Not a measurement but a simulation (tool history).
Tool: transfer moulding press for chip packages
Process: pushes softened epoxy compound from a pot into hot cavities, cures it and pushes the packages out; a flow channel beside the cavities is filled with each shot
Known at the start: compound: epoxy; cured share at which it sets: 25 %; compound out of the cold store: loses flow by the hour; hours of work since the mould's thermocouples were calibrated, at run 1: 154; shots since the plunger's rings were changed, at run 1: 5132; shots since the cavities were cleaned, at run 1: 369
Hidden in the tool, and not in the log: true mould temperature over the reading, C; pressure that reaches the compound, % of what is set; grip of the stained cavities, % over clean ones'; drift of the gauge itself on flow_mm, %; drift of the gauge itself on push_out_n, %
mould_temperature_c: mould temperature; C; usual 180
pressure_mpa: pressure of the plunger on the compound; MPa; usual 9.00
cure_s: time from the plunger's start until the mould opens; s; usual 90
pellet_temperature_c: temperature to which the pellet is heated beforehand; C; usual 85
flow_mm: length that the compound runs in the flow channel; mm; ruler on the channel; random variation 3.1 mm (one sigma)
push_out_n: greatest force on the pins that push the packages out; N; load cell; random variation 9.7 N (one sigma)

run	hour	mould_temperature_c	pressure_mpa	cure_s	pellet_temperature_c	hours of work since the mould's thermocouples were calibrated	shots since the plunger's rings were changed	shots since the cavities were cleaned	incoming compound's hours out of the cold store	flow_mm	push_out_n
1	0.0	180	9.00	90	85	154	5132	369	25.3	522	718
# hour 52.7: cavities cleaned with cleaning compound and waxed
2	66.6	180	9.00	90	85	202	6149	217	31.7	500	624
# hour 93.5: plunger's sealing rings changed
3	117.2	180	9.00	111	85	237	370	967	19.3	571	812
# hour 125.2: cavities cleaned with cleaning compound and waxed
4	155.6	180	9.00	111	85	265	946	474	27.1	540	706
# hour 198.0: cavities cleaned with cleaning compound and waxed
5	239.7	180	9.00	111	85	325	2236	652	21.0	562	743
# hour 251.2: mould's thermocouples calibrated
# hour 273.8: cavities cleaned with cleaning compound and waxed
6	281.6	180	9.00	111	92	21	2834	121	31.8	517	509
# hour 346.9: cavities cleaned with cleaning compound and waxed
7	368.2	180	9.00	111	92	84	4163	333	21.3	550	618
# hour 417.0: cavities cleaned with cleaning compound and waxed
8	421.0	180	9.00	111	92	121	4963	62	35.7	489	461
9	463.3	180	9.00	111	92	152	5623	722	30.3	506	806
# hour 487.7: cavities cleaned with cleaning compound and waxed
# hour 521.3: plunger's sealing rings changed
10	526.5	180	9.00	111	92	196	81	566	31.1	522	744
# hour 561.4: cavities cleaned with cleaning compound and waxed
11	583.4	172	9.00	111	92	237	946	344	44.5	498	760
# hour 631.1: cavities cleaned with cleaning compound and waxed
12	664.4	172	9.00	111	92	295	2187	521	9.3	639	844
# hour 704.6: cavities cleaned with cleaning compound and waxed
# hour 721.6: mould's thermocouples calibrated
13	727.3	172	9.00	111	92	4	3114	324	34.9	527	698
# hour 778.0: cavities cleaned with cleaning compound and waxed
14	795.5	180	8.66	111	92	53	4155	274	31.9	498	606
# hour 851.8: cavities cleaned with cleaning compound and waxed
15	857.8	180	9.75	78	95	98	5102	93	28.8	533	590
16	918.9	180	9.75	78	95	143	6056	1047	11.4	596	1032
# hour 925.8: cavities cleaned with cleaning compound and waxed
# hour 950.5: plunger's sealing rings changed
17	972.3	182	7.18	123	84	179	339	686	17.7	519	749
# hour 1002.3: cavities cleaned with cleaning compound and waxed
18	1053.2	176	7.35	72	80	237	1578	794	36.4	466	1407

The next listed run, before its measurement:
# hour 1071.6: cavities cleaned with cleaning compound and waxed
19	1115.3	184	8.47	90	85	282	2525	682	30.2	?	?

Run 19 gave flow_mm 498 mm, push_out_n 787 N.
Without the tool's hidden state the same run would have given flow_mm 511 mm, push_out_n 412 N.

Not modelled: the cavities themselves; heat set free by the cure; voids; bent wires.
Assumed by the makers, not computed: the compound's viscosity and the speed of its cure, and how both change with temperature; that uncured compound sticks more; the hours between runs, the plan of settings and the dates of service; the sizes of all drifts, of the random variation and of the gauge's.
